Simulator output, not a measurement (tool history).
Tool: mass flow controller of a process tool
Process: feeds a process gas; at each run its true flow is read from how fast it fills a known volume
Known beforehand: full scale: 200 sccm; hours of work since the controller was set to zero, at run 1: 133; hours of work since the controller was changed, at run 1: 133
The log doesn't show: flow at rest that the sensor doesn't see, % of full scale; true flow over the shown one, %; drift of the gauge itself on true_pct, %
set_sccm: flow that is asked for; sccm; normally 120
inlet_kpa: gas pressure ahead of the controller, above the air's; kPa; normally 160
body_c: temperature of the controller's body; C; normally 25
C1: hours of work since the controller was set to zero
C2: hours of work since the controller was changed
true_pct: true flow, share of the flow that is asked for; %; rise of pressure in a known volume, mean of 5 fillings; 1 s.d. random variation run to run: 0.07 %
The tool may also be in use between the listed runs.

Run 1, hour 0: usual settings; C1 133; C2 133. Result: true_pct 98.26 %.
Run 2, hour 270.6: usual settings but body_c 33 C; C1 311; C2 311. Result: true_pct 97.69 %.
Run 3, hour 415.5: usual settings but body_c 33 C; C1 407; C2 407. Result: true_pct 97.79 %.
Run 4, hour 679.9: usual settings but body_c 33 C; C1 582; C2 582. Result: true_pct 97.47 %.
Run 5, hour 946.2: usual settings but body_c 37 C; C1 757; C2 757. Result: true_pct 97.24 %.
Run 6, hour 1155.4: usual settings but body_c 37 C; C1 896; C2 896. Result: true_pct 97.04 %.
Run 7, hour 1280.3: usual settings but body_c 37 C; C1 978; C2 978. Result: true_pct 97.27 %.
Run 8, hour 1467: usual settings; C1 1101; C2 1101. Result: true_pct 97.86 %.
Run 9, hour 1619.1: usual settings; C1 1202; C2 1202. Result: true_pct 97.78 %.
Run 10, hour 1824.3: usual settings; C1 1337; C2 1337. Result: true_pct 97.79 %.
Run 11, hour 1975.9: usual settings; C1 1437; C2 1437. Result: true_pct 97.67 %.
Run 12, hour 2232.4: usual settings; C1 1607; C2 1607. Result: true_pct 97.75 %.
Run 13, hour 2451.2: usual settings; C1 1751; C2 1751. Result: true_pct 97.56 %.
Run 14, hour 2665.8: usual settings; C1 1893; C2 1893. Result: true_pct 97.68 %.
Run 15, hour 2875.7: usual settings; C1 2031; C2 2031. Result: true_pct 97.51 %.
Run 16, hour 3035.3: usual settings but set_sccm 62 sccm; C1 2137; C2 2137. Result: true_pct 96.32 %.
Run 17, hour 3203.2: usual settings but set_sccm 62 sccm; C1 2248; C2 2248. Result: true_pct 96.18 %.
Run 18, hour 3330.9: usual settings; C1 2332; C2 2332. Result: true_pct 97.38 %.
At hour 3357.9: controller's zero set anew.
Run 19, hour 3454.3: usual settings but body_c 40 C; C1 64; C2 2413. Result: true_pct 96.11 %.
Run 20, hour 3718.8: usual settings but body_c 32 C; C1 238; C2 2588. Result: true_pct 96.68 %.
Run 21, hour 3947.6: usual settings but body_c 32 C; C1 389; C2 2739. Result: true_pct 96.72 %.
At hour 4047.1: controller's zero set anew, once more.
Run 22, hour 4200.7: usual settings but body_c 32 C; C1 101; C2 2905. Result: true_pct 96.92 %.
Run 23, hour 4363.1: usual settings; C1 209; C2 3013. Result: true_pct 97.42 %.
Run 24, hour 4602.3: usual settings; C1 367; C2 3171. Result: true_pct 97.39 %.
Run 25, hour 4754: usual settings but set_sccm 43 sccm, inlet_kpa 197 kPa; C1 467; C2 3271. Result: true_pct 96.09 %.
Run 26, hour 4934.8: usual settings but set_sccm 35 sccm, inlet_kpa 142 kPa; C1 586; C2 3390. Result: true_pct 95.46 %.
Run 27, hour 5168.6: usual settings but set_sccm 104 sccm, inlet_kpa 237 kPa, body_c 40 C; C1 740; C2 3545. Result: true_pct 96.42 %.
Run 28, hour 5402.1: usual settings but set_sccm 170 sccm, inlet_kpa 199 kPa, body_c 24 C; C1 895; C2 3699. Result: true_pct 98.5 %.
Run 29, hour 5542: usual settings but inlet_kpa 151 kPa, body_c 28 C; C1 987; C2 3791. Result: true_pct 97.04 %.
Run 30, hour 5706.6: usual settings but set_sccm 29 sccm, inlet_kpa 234 kPa, body_c 33 C; C1 1096; C2 3900. Result: true_pct 95.01 %.
Run 31, hour 6000.6: usual settings but set_sccm 29 sccm, inlet_kpa 234 kPa, body_c 33 C; C1 1290; C2 4094. Result: true_pct 94.97 %.
Run 32, hour 6271.7: usual settings but set_sccm 29 sccm, inlet_kpa 234 kPa, body_c 33 C; C1 1469; C2 4273. Result: true_pct 94.72 %.
Run 33, hour 6501.8: usual settings but set_sccm 49 sccm, inlet_kpa 234 kPa, body_c 33 C; C1 1621; C2 4425. Result: true_pct 95.42 %.
Run 34, hour 6634.9: usual settings but set_sccm 30 sccm; C1 1709; C2 4513. Result: true_pct 94.68 %.
Run 35, hour 6831.7: usual settings but set_sccm 30 sccm; C1 1839; C2 4643. Result: true_pct 94.65 %.
Run 36, hour 6955: usual settings but set_sccm 30 sccm; C1 1920; C2 4724. Result: true_pct 94.5 %.
Run 37, hour 7106.7: usual settings but set_sccm 30 sccm; C1 2020; C2 4824. Result: true_pct 94.37 %.
Run 38, hour 7349.6: usual settings but set_sccm 79 sccm, inlet_kpa 247 kPa; C1 2180; C2 4984. Result: true_pct 96.54 %.
Run 39, hour 7598: usual settings but set_sccm 30 sccm, inlet_kpa 144 kPa, body_c 35 C; C1 2344; C2 5149. Result: true_pct 93.44 %.
Run 40, hour 7736.9: usual settings but set_sccm 30 sccm, inlet_kpa 144 kPa, body_c 35 C; C1 2436; C2 5240. Result: true_pct 93.35 %.
Run 41, hour 8029.9: usual settings but set_sccm 30 sccm, inlet_kpa 144 kPa, body_c 35 C; C1 2630; C2 5434. Result: true_pct 93.19 %.
Run 42, hour 8225.4: usual settings but inlet_kpa 222 kPa; C1 2759; C2 5563. Result: true_pct 96.96 %.
Run 43, hour 8391.4: usual settings but set_sccm 98 sccm, inlet_kpa 195 kPa, body_c 32 C; C1 2868; C2 5672. Result: true_pct 95.69 %.
Run 44, hour 8640.9: usual settings but set_sccm 72 sccm, inlet_kpa 194 kPa, body_c 30 C; C1 3033; C2 5837. Result: true_pct 95.23 %.
Run 45, hour 8931: usual settings but set_sccm 40 sccm, inlet_kpa 216 kPa; C1 3225; C2 6029. Result: true_pct 94.58 %.

Describe how what the log doesn't record of the tool's condition differs between the last listed run preceding each entry between runs and the first listed run following it.
In the gap between runs 18 and 19: controller's zero set anew (hour 3357.9)
  flow at rest that the sensor doesn't see, % of full scale: -0.16 -> -0.275; true flow over the shown one, %: -0.66 -> -0.68
  what was measured, less what the result would be without the hidden state, true_pct: -0.93 -> -1.14 %
In the gap between runs 21 and 22: controller's zero set anew, once more (hour 4047.1)
  flow at rest that the sensor doesn't see, % of full scale: -0.294 -> -0.031; true flow over the shown one, %: -0.77 -> -0.81
  what was measured, less what the result would be without the hidden state, true_pct: -1.26 -> -0.86 %
